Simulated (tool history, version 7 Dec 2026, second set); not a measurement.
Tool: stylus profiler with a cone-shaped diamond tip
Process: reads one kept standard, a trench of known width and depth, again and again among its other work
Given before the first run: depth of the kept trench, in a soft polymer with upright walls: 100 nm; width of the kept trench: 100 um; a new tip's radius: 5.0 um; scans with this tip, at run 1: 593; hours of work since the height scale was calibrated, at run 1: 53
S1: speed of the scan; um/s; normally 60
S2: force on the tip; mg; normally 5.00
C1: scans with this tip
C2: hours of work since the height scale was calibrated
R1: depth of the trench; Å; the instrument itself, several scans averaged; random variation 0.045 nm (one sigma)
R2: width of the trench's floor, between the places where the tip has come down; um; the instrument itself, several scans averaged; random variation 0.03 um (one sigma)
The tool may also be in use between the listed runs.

{"run": 1, "hour": 0.0, "S1": 60, "S2": 5.0, "C1": 593, "C2": 53, "R1": 1016.0, "R2": 97.74}
{"run": 2, "hour": 6.9, "S1": 60, "S2": 5.0, "C1": 626, "C2": 56, "R1": 1015.4, "R2": 97.74}
{"run": 3, "hour": 22.5, "S1": 60, "S2": 5.0, "C1": 702, "C2": 63, "R1": 1015.6, "R2": 97.77}
{"run": 4, "hour": 36.7, "S1": 60, "S2": 5.0, "C1": 770, "C2": 69, "R1": 1015.9, "R2": 97.71}
{"run": 5, "hour": 45.6, "S1": 60, "S2": 5.0, "C1": 813, "C2": 73, "R1": 1016.3, "R2": 97.79}
{"run": 6, "hour": 55.3, "S1": 60, "S2": 5.0, "C1": 860, "C2": 77, "R1": 1015.3, "R2": 97.72}
{"run": 7, "hour": 67.5, "S1": 60, "S2": 7.68, "C1": 918, "C2": 82, "R1": 1021.1, "R2": 97.79}
{"run": 8, "hour": 82.9, "S1": 153, "S2": 7.68, "C1": 993, "C2": 89, "R1": 1020.8, "R2": 97.43}
{"run": 9, "hour": 90.7, "S1": 23, "S2": 7.68, "C1": 1030, "C2": 92, "R1": 1020.5, "R2": 97.94}
{"run": 10, "hour": 102.1, "S1": 23, "S2": 7.68, "C1": 1085, "C2": 97, "R1": 1021.2, "R2": 97.92}
{"run": 11, "hour": 111.4, "S1": 23, "S2": 7.68, "C1": 1130, "C2": 101, "R1": 1020.7, "R2": 97.96}
{"run": 12, "hour": 126.7, "S1": 60, "S2": 5.0, "C1": 1204, "C2": 108, "R1": 1015.2, "R2": 97.77}
{"run": 13, "hour": 142.1, "S1": 60, "S2": 5.54, "C1": 1278, "C2": 114, "R1": 1016.8, "R2": 97.79}
{"run": 14, "hour": 157.3, "S1": 45, "S2": 5.54, "C1": 1351, "C2": 121, "R1": 1016.2, "R2": 97.84}
{"run": 15, "hour": 171.3, "S1": 45, "S2": 5.54, "C1": 1418, "C2": 127, "R1": 1016.9, "R2": 97.85}
{"run": 16, "hour": 183.5, "S1": 33, "S2": 5.0, "C1": 1477, "C2": 132, "R1": 1015.4, "R2": 97.89}
{"run": 17, "hour": 190.7, "S1": 60, "S2": 5.0, "C1": 1512, "C2": 135, "R1": 1015.6, "R2": 97.8}
{"run": 18, "hour": 205.8, "S1": 60, "S2": 5.0, "C1": 1585, "C2": 142, "R1": 1015.8, "R2": 97.73}
{"run": 19, "hour": 219.7, "S1": 18, "S2": 2.57, "C1": 1652, "C2": 148, "R1": 1010.1, "R2": 97.9}
{"run": 20, "hour": 231.1, "S1": 18, "S2": 14.09, "C1": 1706, "C2": 153, "R1": 1030.9, "R2": 98.01}
{"run": 21, "hour": 237.8, "S1": 34, "S2": 4.78, "C1": 1739, "C2": 156, "R1": 1014.9, "R2": 97.77}
{"run": 22, "hour": 249.0, "S1": 69, "S2": 4.62, "C1": 1793, "C2": 160, "R1": 1014.4, "R2": 97.66}
{"run": 23, "hour": 256.6, "S1": 69, "S2": 4.62, "C1": 1829, "C2": 164, "R1": 1014.4, "R2": 97.67}
{"run": 24, "hour": 265.6, "S1": 82, "S2": 5.81, "C1": 1873, "C2": 168, "R1": 1017.2, "R2": 97.66}
{"run": 25, "hour": 273.0, "S1": 82, "S2": 5.81, "C1": 1908, "C2": 171, "R1": 1017.6, "R2": 97.67}
{"run": 26, "hour": 289.7, "S1": 45, "S2": 14.88, "C1": 1989, "C2": 178, "R1": 1032.2, "R2": 97.89}
{"run": 27, "hour": 304.8, "S1": 15, "S2": 6.6, "C1": 2061, "C2": 184, "R1": 1018.4, "R2": 97.99}
{"run": 28, "hour": 317.0, "S1": 49, "S2": 3.96, "C1": 2120, "C2": 190, "R1": 1013.6, "R2": 97.73}
{"run": 29, "hour": 329.4, "S1": 231, "S2": 8.02, "C1": 2180, "C2": 195, "R1": 1021.4, "R2": 97.22}
{"run": 30, "hour": 342.2, "S1": 231, "S2": 8.02, "C1": 2241, "C2": 201, "R1": 1022.4, "R2": 97.2}
{"run": 31, "hour": 353.0, "S1": 231, "S2": 8.02, "C1": 2294, "C2": 205, "R1": 1021.3, "R2": 97.18}
{"run": 32, "hour": 368.1, "S1": 29, "S2": 2.03, "C1": 2366, "C2": 212, "R1": 1007.9, "R2": 97.79}
{"run": 33, "hour": 375.8, "S1": 155, "S2": 2.55, "C1": 2403, "C2": 215, "R1": 1010.0, "R2": 97.1}
{"run": 34, "hour": 384.1, "S1": 155, "S2": 2.55, "C1": 2443, "C2": 219, "R1": 1010.1, "R2": 97.04}
{"run": 35, "hour": 394.8, "S1": 177, "S2": 13.41, "C1": 2495, "C2": 223, "R1": 1030.3, "R2": 97.53}
{"run": 36, "hour": 408.2, "S1": 37, "S2": 7.71, "C1": 2559, "C2": 229, "R1": 1022.1, "R2": 97.9}

What if the next run were any one of these 5? Each begins from the tool's condition after run 36:
{"run": "A", "hour": 421.4, "S1": 195, "S2": 3.83, "C1": 2623, "C2": 235, "R1": "?", "R2": "?"}
{"run": "B", "hour": 421.4, "S1": 37, "S2": 4.9, "C1": 2623, "C2": 235, "R1": "?", "R2": "?"}
{"run": "C", "hour": 421.4, "S1": 217, "S2": 7.71, "C1": 2623, "C2": 235, "R1": "?", "R2": "?"}
{"run": "D", "hour": 421.4, "S1": 78, "S2": 5.0, "C1": 2623, "C2": 235, "R1": "?", "R2": "?"}
{"run": "E", "hour": 421.4, "S1": 136, "S2": 5.0, "C1": 2623, "C2": 235, "R1": "?", "R2": "?"}

run=A R1=1013.2 R2=97.05
run=B R1=1015.9 R2=97.86
run=C R1=1020.5 R2=97.22
run=D R1=1015.7 R2=97.67
run=E R1=1015.7 R2=97.45
Had the tool no hidden state, the same runs would have come out as:
run=A R1=1013.2 R2=97.06
run=B R1=1015.9 R2=97.87
run=C R1=1020.5 R2=97.22
run=D R1=1015.7 R2=97.68
run=E R1=1015.8 R2=97.45
